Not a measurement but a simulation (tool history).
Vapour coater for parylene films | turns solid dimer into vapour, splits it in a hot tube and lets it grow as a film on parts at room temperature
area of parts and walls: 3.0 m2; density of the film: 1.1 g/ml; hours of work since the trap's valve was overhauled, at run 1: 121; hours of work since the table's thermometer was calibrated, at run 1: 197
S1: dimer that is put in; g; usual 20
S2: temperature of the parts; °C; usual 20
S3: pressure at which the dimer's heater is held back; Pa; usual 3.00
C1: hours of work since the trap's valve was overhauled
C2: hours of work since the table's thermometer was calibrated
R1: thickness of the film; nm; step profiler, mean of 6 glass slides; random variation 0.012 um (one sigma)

{"run": 1, "hour": 0.0, "S1": 20, "S2": 20, "S3": 3.0, "C1": 121, "C2": 197, "R1": 2970}
{"run": 2, "hour": 29.7, "S1": 20, "S2": 20, "S3": 3.0, "C1": 135, "C2": 210, "R1": 2930}
{"run": 3, "hour": 52.1, "S1": 20, "S2": 20, "S3": 3.0, "C1": 145, "C2": 221, "R1": 2910}
{"run": 4, "hour": 77.3, "S1": 20, "S2": 20, "S3": 4.39, "C1": 157, "C2": 232, "R1": 2790}
{"run": 5, "hour": 95.7, "S1": 20, "S2": 20, "S3": 2.22, "C1": 165, "C2": 241, "R1": 3020}
{"run": 6, "hour": 125.4, "S1": 20, "S2": 20, "S3": 2.22, "C1": 179, "C2": 254, "R1": 3000}
{"run": 7, "hour": 139.3, "S1": 20, "S2": 20, "S3": 2.22, "C1": 185, "C2": 260, "R1": 3000}
{"run": 8, "hour": 152.9, "S1": 20, "S2": 20, "S3": 2.22, "C1": 191, "C2": 267, "R1": 3000}
{"run": 9, "hour": 179.6, "S1": 20, "S2": 20, "S3": 3.0, "C1": 204, "C2": 279, "R1": 2880}
{"run": 10, "hour": 200.3, "S1": 20, "S2": 14, "S3": 3.0, "C1": 213, "C2": 288, "R1": 3410}
{"run": 11, "hour": 223.7, "S1": 20, "S2": 14, "S3": 3.0, "C1": 224, "C2": 299, "R1": 3410}
{"run": 12, "hour": 237.7, "S1": 20, "S2": 14, "S3": 3.0, "C1": 230, "C2": 305, "R1": 3400}
{"run": 13, "hour": 267.9, "S1": 20, "S2": 14, "S3": 3.0, "C1": 244, "C2": 319, "R1": 3390}
{"run": 14, "hour": 286.3, "S1": 20, "S2": 14, "S3": 3.18, "C1": 252, "C2": 328, "R1": 3370}
{"run": 15, "hour": 311.0, "S1": 20, "S2": 14, "S3": 3.18, "C1": 264, "C2": 339, "R1": 3340}
{"hour": 321.8, "done": "trap's valve overhauled"}
{"run": 16, "hour": 331.8, "S1": 20, "S2": 14, "S3": 3.18, "C1": 5, "C2": 347, "R1": 3610}
{"run": 17, "hour": 351.1, "S1": 20, "S2": 14, "S3": 3.18, "C1": 13, "C2": 355, "R1": 3610}
{"run": 18, "hour": 375.1, "S1": 20, "S2": 14, "S3": 3.18, "C1": 24, "C2": 366, "R1": 3570}
{"run": 19, "hour": 396.5, "S1": 20, "S2": 21, "S3": 3.0, "C1": 34, "C2": 376, "R1": 2930}
{"run": 20, "hour": 418.6, "S1": 20, "S2": 21, "S3": 3.0, "C1": 44, "C2": 386, "R1": 2940}
{"run": 21, "hour": 449.6, "S1": 27, "S2": 21, "S3": 3.0, "C1": 58, "C2": 400, "R1": 3940}
{"run": 22, "hour": 469.3, "S1": 27, "S2": 21, "S3": 3.0, "C1": 67, "C2": 409, "R1": 3910}
{"run": 23, "hour": 487.2, "S1": 28, "S2": 20, "S3": 3.0, "C1": 76, "C2": 418, "R1": 4220}
{"run": 24, "hour": 512.9, "S1": 28, "S2": 20, "S3": 3.0, "C1": 87, "C2": 429, "R1": 4150}
{"run": 25, "hour": 537.4, "S1": 28, "S2": 20, "S3": 3.0, "C1": 98, "C2": 440, "R1": 4150}
{"run": 26, "hour": 566.2, "S1": 28, "S2": 26, "S3": 3.0, "C1": 112, "C2": 454, "R1": 3460}
{"run": 27, "hour": 593.5, "S1": 14, "S2": 21, "S3": 3.57, "C1": 124, "C2": 466, "R1": 1960}
{"run": 28, "hour": 620.1, "S1": 34, "S2": 20, "S3": 5.96, "C1": 136, "C2": 478, "R1": 4600}
{"run": 29, "hour": 640.1, "S1": 19, "S2": 21, "S3": 2.21, "C1": 145, "C2": 487, "R1": 2800}
{"run": 30, "hour": 662.1, "S1": 20, "S2": 21, "S3": 2.21, "C1": 155, "C2": 497, "R1": 2940}
{"run": 31, "hour": 692.7, "S1": 14, "S2": 30, "S3": 2.22, "C1": 169, "C2": 511, "R1": 1570}
{"run": 32, "hour": 719.3, "S1": 14, "S2": 30, "S3": 2.22, "C1": 182, "C2": 524, "R1": 1570}
{"run": 33, "hour": 751.2, "S1": 11, "S2": 25, "S3": 11.54, "C1": 196, "C2": 538, "R1": 1170}
{"run": 34, "hour": 774.9, "S1": 11, "S2": 25, "S3": 11.54, "C1": 207, "C2": 549, "R1": 1160}
{"run": 35, "hour": 796.6, "S1": 11, "S2": 25, "S3": 11.54, "C1": 217, "C2": 559, "R1": 1160}
{"run": 36, "hour": 822.5, "S1": 17, "S2": 13, "S3": 9.82, "C1": 229, "C2": 571, "R1": 2600}
{"run": 37, "hour": 842.5, "S1": 9, "S2": 20, "S3": 3.95, "C1": 238, "C2": 580, "R1": 1240}
{"run": 38, "hour": 870.4, "S1": 18, "S2": 17, "S3": 3.0, "C1": 251, "C2": 593, "R1": 2770}
{"run": 39, "hour": 890.4, "S1": 13, "S2": 16, "S3": 3.54, "C1": 260, "C2": 602, "R1": 2020}
{"hour": 910.0, "done": "trap's valve overhauled"}
{"run": 40, "hour": 914.5, "S1": 25, "S2": 22, "S3": 4.45, "C1": 2, "C2": 611, "R1": 3440}
{"run": 41, "hour": 940.2, "S1": 35, "S2": 16, "S3": 9.29, "C1": 14, "C2": 623, "R1": 5260}
{"run": 42, "hour": 965.9, "S1": 35, "S2": 16, "S3": 9.29, "C1": 26, "C2": 634, "R1": 5260}
{"run": 43, "hour": 986.1, "S1": 17, "S2": 16, "S3": 5.34, "C1": 35, "C2": 644, "R1": 2690}
{"run": 44, "hour": 1001.3, "S1": 20, "S2": 27, "S3": 3.0, "C1": 42, "C2": 651, "R1": 2460}
{"run": 45, "hour": 1029.6, "S1": 11, "S2": 13, "S3": 2.8, "C1": 55, "C2": 663, "R1": 2060}
{"run": 46, "hour": 1046.1, "S1": 8, "S2": 13, "S3": 2.8, "C1": 62, "C2": 671, "R1": 1490}
{"run": 47, "hour": 1068.8, "S1": 20, "S2": 21, "S3": 10.24, "C1": 73, "C2": 681, "R1": 2530}
{"run": 48, "hour": 1085.3, "S1": 17, "S2": 13, "S3": 3.05, "C1": 80, "C2": 689, "R1": 3110}

Some steps in R1 between neighbouring runs. How much of each would the tool show without its hidden state too (settings, what came in, random variation), and how much is left for the hidden state, with any gauge scatter that isn't in both results?
The hidden state here: vapour lost through the trap's worn valve, %; true temperature of the parts over the reading, C; drift of the gauge itself on film_um, %.
Run 15 -> 16: trap's valve overhauled. R1 +270 nm: hidden state +250, all else +20.
Run 27 -> 28: S1 14 -> 34, S2 21 -> 20, S3 3.57 -> 5.96. R1 +2640 nm: hidden state -90, all else +2730.
Run 37 -> 38: S1 9 -> 18, S2 20 -> 17, S3 3.95 -> 3.00. R1 +1530 nm: hidden state -110, all else +1640.
Run 39 -> 40: S1 13 -> 25, S2 16 -> 22, S3 3.54 -> 4.45, trap's valve overhauled. R1 +1420 nm: hidden state +180, all else +1240.
Run 40 -> 41: S1 25 -> 35, S2 22 -> 16, S3 4.45 -> 9.29. R1 +1820 nm: hidden state +0, all else +1820.
Run 42 -> 43: S1 35 -> 17, S3 9.29 -> 5.34. R1 -2570 nm: hidden state -10, all else -2560.
